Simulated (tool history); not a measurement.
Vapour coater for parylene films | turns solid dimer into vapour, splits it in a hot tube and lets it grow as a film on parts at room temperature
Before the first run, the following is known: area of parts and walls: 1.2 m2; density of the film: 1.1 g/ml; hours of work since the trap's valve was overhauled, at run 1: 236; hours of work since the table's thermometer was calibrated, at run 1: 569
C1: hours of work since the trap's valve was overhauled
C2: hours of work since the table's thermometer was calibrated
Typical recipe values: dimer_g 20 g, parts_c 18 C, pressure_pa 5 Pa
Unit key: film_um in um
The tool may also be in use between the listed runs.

Run 1, hour 0: usual settings; C1 236; C2 569. Result: film_um 6.92 um.
Run 2, hour 21.2: usual settings; C1 252; C2 585. Result: film_um 6.9 um.
Run 3, hour 47.3: usual settings but pressure_pa 11.16 Pa; C1 272; C2 604. Result: film_um 5.74 um.
Run 4, hour 62: usual settings but dimer_g 9 g; C1 283; C2 615. Result: film_um 3.06 um.
Run 5, hour 89: usual settings; C1 303; C2 636. Result: film_um 6.87 um.
Run 6, hour 111.4: usual settings but parts_c 13 C; C1 320; C2 652. Result: film_um 7.96 um.
At hour 117.3: trap's valve overhauled.
Run 7, hour 141: usual settings but dimer_g 19 g; C1 18; C2 671. Result: film_um 6.53 um.
Run 8, hour 156.4: usual settings but dimer_g 19 g; C1 29; C2 683. Result: film_um 6.52 um.
Run 9, hour 171.8: usual settings but dimer_g 19 g; C1 41; C2 694. Result: film_um 6.54 um.
Run 10, hour 195.2: usual settings but parts_c 11 C; C1 58; C2 712. Result: film_um 8.48 um.
Run 11, hour 209.3: usual settings but parts_c 11 C; C1 69; C2 722. Result: film_um 8.47 um.
Run 12, hour 235: usual settings but parts_c 11 C; C1 88; C2 742. Result: film_um 8.56 um.
Run 13, hour 253.5: usual settings but parts_c 11 C; C1 102; C2 755. Result: film_um 8.55 um.
Run 14, hour 281.7: usual settings; C1 123; C2 776. Result: film_um 6.72 um.
Run 15, hour 307.5: usual settings; C1 142; C2 796. Result: film_um 6.89 um.
Run 16, hour 321.8: usual settings; C1 153; C2 806. Result: film_um 6.83 um.
Run 17, hour 337.6: usual settings; C1 164; C2 818. Result: film_um 6.99 um.
Run 18, hour 352.9: usual settings; C1 176; C2 830. Result: film_um 6.8 um.
Run 19, hour 383: usual settings; C1 198; C2 852. Result: film_um 6.81 um.
Run 20, hour 408.9: usual settings; C1 218; C2 871. Result: film_um 6.98 um.
Run 21, hour 436.6: usual settings; C1 238; C2 892. Result: film_um 6.96 um.
Run 22, hour 459.2: usual settings; C1 255; C2 909. Result: film_um 6.93 um.
Run 23, hour 480.4: usual settings but parts_c 10 C; C1 271; C2 925. Result: film_um 8.75 um.
Run 24, hour 500.2: usual settings but parts_c 22 C, pressure_pa 3.61 Pa; C1 286; C2 940. Result: film_um 6.59 um.
Run 25, hour 516.6: usual settings but parts_c 22 C, pressure_pa 3.61 Pa; C1 298; C2 952. Result: film_um 6.47 um.
Run 26, hour 536.4: usual settings but dimer_g 13 g, parts_c 22 C, pressure_pa 9.19 Pa; C1 313; C2 967. Result: film_um 3.39 um.
At hour 552: trap's valve overhauled.
Run 27, hour 568.1: usual settings but dimer_g 13 g, parts_c 21 C; C1 12; C2 987. Result: film_um 3.96 um.
Run 28, hour 582: usual settings but parts_c 15 C, pressure_pa 2.26 Pa; C1 22; C2 998. Result: film_um 9.01 um.
Run 29, hour 606: usual settings but parts_c 15 C, pressure_pa 2.26 Pa; C1 40; C2 1016. Result: film_um 8.81 um.
Run 30, hour 620.1: usual settings but parts_c 15 C, pressure_pa 2.26 Pa; C1 51; C2 1026. Result: film_um 8.99 um.
Run 31, hour 635.5: usual settings but dimer_g 12 g, parts_c 23 C; C1 62; C2 1038. Result: film_um 3.57 um.
Run 32, hour 664.6: usual settings but dimer_g 12 g, parts_c 12 C, pressure_pa 8.02 Pa; C1 84; C2 1059. Result: film_um 4.47 um.
Run 33, hour 680.5: usual settings; C1 96; C2 1071. Result: film_um 6.86 um.
Run 34, hour 708.7: usual settings; C1 117; C2 1092. Result: film_um 6.84 um.
Run 35, hour 728.5: usual settings but parts_c 11 C, pressure_pa 8.97 Pa; C1 132; C2 1107. Result: film_um 7.49 um.
Run 36, hour 744.3: usual settings but dimer_g 9 g, parts_c 11 C, pressure_pa 8.97 Pa; C1 144; C2 1119. Result: film_um 3.36 um.
Run 37, hour 774.7: usual settings but dimer_g 9 g, parts_c 11 C, pressure_pa 8.97 Pa; C1 166; C2 1142. Result: film_um 3.38 um.
Run 38, hour 798.8: usual settings but dimer_g 9 g, parts_c 11 C, pressure_pa 8.97 Pa; C1 184; C2 1160. Result: film_um 3.33 um.
Run 39, hour 821.8: usual settings but dimer_g 12 g, parts_c 12 C, pressure_pa 9.57 Pa; C1 201; C2 1177. Result: film_um 4.4 um.
Run 40, hour 852.9: usual settings but dimer_g 34 g, parts_c 24 C; C1 225; C2 1200. Result: film_um 9.73 um.
Run 41, hour 865.8: usual settings but dimer_g 34 g, parts_c 17 C, pressure_pa 6.83 Pa; C1 234; C2 1210. Result: film_um 11.31 um.
Run 42, hour 880.7: usual settings but dimer_g 34 g, parts_c 17 C, pressure_pa 6.83 Pa; C1 245; C2 1221. Result: film_um 11.4 um.
Run 43, hour 894.5: usual settings but dimer_g 23 g; C1 256; C2 1231. Result: film_um 7.8 um.
Run 44, hour 922.9: usual settings but dimer_g 16 g, parts_c 13 C, pressure_pa 6.97 Pa; C1 277; C2 1252. Result: film_um 5.95 um.
Run 45, hour 951.9: usual settings but parts_c 20 C, pressure_pa 2.05 Pa; C1 299; C2 1274. Result: film_um 7.77 um.
Run 46, hour 971.7: usual settings but parts_c 20 C, pressure_pa 2.05 Pa; C1 313; C2 1289. Result: film_um 7.85 um.

For each entry between runs, how does the tool's hidden state at the last listed run before it compare with that at the first listed run after it?
After run 6, before run 7: trap's valve overhauled (hour 117.3)
  vapour lost through the trap's worn valve, %: 0.5 -> 0
After run 26, before run 27: trap's valve overhauled (hour 552)
  vapour lost through the trap's worn valve, %: 0.5 -> 0
